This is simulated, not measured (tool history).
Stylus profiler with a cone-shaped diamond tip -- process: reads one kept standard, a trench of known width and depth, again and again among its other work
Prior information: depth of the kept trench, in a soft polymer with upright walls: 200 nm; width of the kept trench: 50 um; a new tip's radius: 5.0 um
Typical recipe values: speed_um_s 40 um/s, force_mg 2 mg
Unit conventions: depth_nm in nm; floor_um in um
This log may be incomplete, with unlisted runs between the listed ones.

run   hour  speed_um_s  force_mg  depth_nm  floor_um
  1      0          40         2    200.81     46.74
  2   30.5          40         2     200.6     46.71
  3   53.8          40         2    200.71     46.76
  4   67.3          40         2    200.74     46.72
  5   80.8          40         2    200.77     46.78
  6   99.3          40         2    200.78     46.71
  7  115.8          40         2    200.65     46.73
  8  129.9          40      4.55     201.4     46.79
  9  157.5          40      4.55    201.46     46.85
 10  178.2          40      4.55    201.48     46.81
 11  205.5          40      1.55    200.42     46.73
 12  226.3          40      1.55    200.53     46.66
 13  253.1          40      1.48    200.37     46.67
 14  267.9          20         2    200.62     46.77
 15  294.3          17      2.51    200.69     46.81
 16  324.7          90      1.44     200.4     46.26
 17  351.6          40       4.1    201.19     46.67
 18  371.8         153      4.77    201.43     46.29
 19  384.8          18      4.35    201.39     46.81

Selected run-to-run steps in depth_nm, each split into two signed amounts: the part the tool would show with no hidden state at all (from settings, incoming material and random variation), and the remainder, which goes to the hidden state together with any gauge scatter not common to the measured and the hidden-state-free results:
Hidden conditions of the tool in this case: radius of the tip, um; height scale over the true one, %; drift of the gauge itself on depth_nm, %; drift of the gauge itself on floor_um, %.
Run 10 -> 11: force_mg 4.55 -> 1.55. depth_nm -1.06 nm: hidden state -0.01, all else -1.05.
Run 15 -> 16: speed_um_s 17 -> 90, force_mg 2.51 -> 1.44. depth_nm -0.29 nm: hidden state -0.03, all else -0.26.
